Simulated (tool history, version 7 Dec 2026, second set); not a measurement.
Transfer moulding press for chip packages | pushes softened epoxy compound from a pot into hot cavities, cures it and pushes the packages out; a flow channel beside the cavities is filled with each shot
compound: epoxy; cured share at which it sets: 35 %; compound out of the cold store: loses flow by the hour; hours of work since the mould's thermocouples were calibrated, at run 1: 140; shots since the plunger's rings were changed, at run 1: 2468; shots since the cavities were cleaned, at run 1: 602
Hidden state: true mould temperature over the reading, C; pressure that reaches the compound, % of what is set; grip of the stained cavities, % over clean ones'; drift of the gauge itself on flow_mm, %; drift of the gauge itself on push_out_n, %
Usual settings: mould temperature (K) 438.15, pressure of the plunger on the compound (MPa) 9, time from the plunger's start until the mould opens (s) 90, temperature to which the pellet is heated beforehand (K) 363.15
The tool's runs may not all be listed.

| run | hour | mould temperature (K) | pressure of the plunger on the compound (MPa) | time from the plunger's start until the mould opens (s) | temperature to which the pellet is heated beforehand (K) | hours of work since the mould's thermocouples were calibrated | shots since the plunger's rings were changed | shots since the cavities were cleaned | incoming compound's hours out of the cold store | length that the compound runs in the flow channel (mm) | greatest force on the pins that push the packages out (N) |
|---|---|---|---|---|---|---|---|---|---|---|---|
| 1 | 0 | 438.15 | 9 | 90 | 363.15 | 140 | 2468 | 602 | 18.4 | 865 | 1059 |
| 2 | 6.4 | 438.15 | 9 | 90 | 363.15 | 143 | 2519 | 653 | 22.4 | 852 | 1044 |
| 3 | 16.7 | 438.15 | 9 | 90 | 363.15 | 147 | 2602 | 736 | 13.3 | 873 | 1098 |
|  | 20.7 | cavities cleaned with cleaning compound and waxed |
| 4 | 26 | 438.15 | 9 | 110 | 363.15 | 150 | 2664 | 42 | 25.2 | 842 | 946 |
|  | 30.5 | plunger's sealing rings changed |
| 5 | 37 | 438.15 | 9 | 110 | 363.15 | 153 | 53 | 111 | 43.4 | 822 | 902 |
| 6 | 48.8 | 438.15 | 9 | 110 | 363.15 | 158 | 147 | 205 | 28.6 | 861 | 886 |
| 7 | 58.3 | 435.15 | 9 | 90 | 363.15 | 162 | 223 | 281 | 30.8 | 865 | 1530 |
| 8 | 69.9 | 438.15 | 9 | 90 | 363.15 | 167 | 316 | 374 | 15.7 | 895 | 1221 |
| 9 | 82.7 | 437.15 | 9 | 90 | 363.15 | 172 | 419 | 477 | 44.8 | 820 | 1235 |
|  | 91 | cavities cleaned with cleaning compound and waxed, once more |
| 10 | 97.5 | 438.15 | 9 | 120 | 363.15 | 178 | 525 | 52 | 8.5 | 912 | 395 |
| 11 | 111.8 | 438.15 | 9 | 120 | 363.15 | 183 | 640 | 167 | 11.6 | 901 | 506 |
| 12 | 125.2 | 438.15 | 9 | 90 | 363.15 | 189 | 747 | 274 | 12.1 | 902 | 917 |
| 13 | 138.5 | 438.15 | 9 | 90 | 363.15 | 194 | 854 | 381 | 11.4 | 901 | 958 |
| 14 | 149.3 | 438.15 | 9 | 90 | 363.15 | 199 | 940 | 467 | 38.8 | 826 | 968 |
| 15 | 163.4 | 438.15 | 9 | 88 | 371.15 | 205 | 1053 | 580 | 21.6 | 869 | 1102 |
| 16 | 177.1 | 438.15 | 9 | 71 | 373.15 | 210 | 1163 | 690 | 8.9 | 902 | 1956 |
|  | 186.9 | cavities cleaned with cleaning compound and waxed |
| 17 | 188.5 | 438.15 | 10.66 | 123 | 369.15 | 214 | 1242 | 13 | 39.3 | 894 | 354 |
| 18 | 201.3 | 438.15 | 9 | 106 | 363.15 | 219 | 1345 | 116 | 17.7 | 876 | 551 |
| 19 | 208.2 | 436.15 | 9 | 110 | 363.15 | 222 | 1399 | 170 | 31.2 | 848 | 585 |
| 20 | 216.6 | 439.15 | 8.97 | 106 | 362.15 | 226 | 1467 | 238 | 27.1 | 847 | 582 |
| 21 | 230.1 | 438.15 | 9 | 95 | 363.15 | 231 | 1575 | 346 | 22.3 | 863 | 805 |
| 22 | 238 | 434.15 | 7.33 | 90 | 363.15 | 235 | 1639 | 410 | 11.7 | 820 | 1455 |
| 23 | 245.4 | 439.15 | 7.33 | 90 | 354.15 | 238 | 1697 | 468 | 43.4 | 727 | 924 |
| 24 | 259.9 | 444.15 | 8.03 | 90 | 358.15 | 243 | 1814 | 585 | 10.6 | 823 | 753 |

Forecast run 25:
| 25 | 271.3 | 434.15 | 9 | 90 | 363.15 | 248 | 1905 | 676 | 14.9 | ? | ? |

Run 25 gave length that the compound runs in the flow channel (mm) 892, greatest force on the pins that push the packages out (N) 1529.
Without the tool's hidden state the same run would have given length that the compound runs in the flow channel (mm) 915, greatest force on the pins that push the packages out (N) 685.
